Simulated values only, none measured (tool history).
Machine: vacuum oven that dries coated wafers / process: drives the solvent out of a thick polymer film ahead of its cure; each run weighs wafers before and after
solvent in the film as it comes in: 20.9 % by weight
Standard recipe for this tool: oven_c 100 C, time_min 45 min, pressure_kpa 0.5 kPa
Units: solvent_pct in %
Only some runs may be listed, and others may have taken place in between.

run	hour	oven_c	time_min	pressure_kpa	solvent_pct
1	0	100	45	0.5	4.24
2	108.8	100	45	0.5	4.27
3	212.6	100	45	0.5	4.19
4	304.1	100	45	0.5	4.32
5	372.9	100	45	0.5	4.26
6	462.2	103	45	0.5	3.44
7	559.7	100	45	0.5	4.21
8	670.8	100	45	0.5	4.24
9	735.5	100	45	0.5	4.2
# hour 817.1: oven's thermocouples calibrated
10	817.1	100	45	0.5	4.53
11	903.2	100	45	0.5	4.57
12	959.9	100	45	0.31	4.5
13	1050	100	45	0.31	4.48
14	1149.3	100	45	0.5	4.43
15	1207.5	100	45	0.5	4.61
16	1276.1	100	45	0.5	4.51
17	1351.4	100	45	0.5	4.53
# hour 1373.7: vacuum gauge cleaned of residue and calibrated
18	1439.6	100	45	0.5	3.97
19	1527	100	45	0.5	3.93
20	1598.9	100	45	0.5	4.01
21	1699.2	100	45	0.5	4
22	1791.6	100	45	0.5	3.96
23	1871.7	100	45	0.5	3.92
24	1919.4	90	27	1.03	10.4
25	1991.3	90	27	1.921	10.61
26	2049.4	101	45	0.5	3.67
27	2136.3	101	45	0.262	3.56
28	2233.8	100	41	0.5	4.45
29	2316.9	100	67	0.5	2.01
# hour 2373.4: oven's thermocouples calibrated
30	2373.4	100	67	0.5	2.22
31	2484.9	100	45	0.402	4.21
32	2550.3	92	45	0.494	6.83
33	2647.5	104	28	0.316	5.68
34	2699.2	104	28	0.316	5.77
35	2746.4	104	28	0.316	5.67
36	2802.9	90	36	0.409	8.87
37	2889.2	102	44	0.5	3.71
38	2964.5	91	45	0.5	7.08
39	3058.8	91	45	0.5	6.99
40	3133.5	100	30	1.237	6.82
41	3223.1	95	39	0.599	6.62
42	3272.3	106	28	0.265	4.95
43	3339.7	110	45	1.41	2.02
44	3448.5	103	32	0.825	5.21
45	3501.5	94	48	0.552	5.59

5 options for the next run, each taken on its own from the tool as it stands now. Forecast them:
A	3553.7	106	68	0.375	?
B	3553.7	114	45	0.5	?
C	3553.7	94	48	0.412	?
D	3553.7	113	48	0.552	?
E	3553.7	107	52	0.761	?

run	solvent_pct
A	1.12
B	1.1
C	5.54
D	1.03
E	1.83
What these runs would have given with no unlogged condition in the tool:
run	solvent_pct
A	1.02
B	1.05
C	5.57
D	0.97
E	1.79
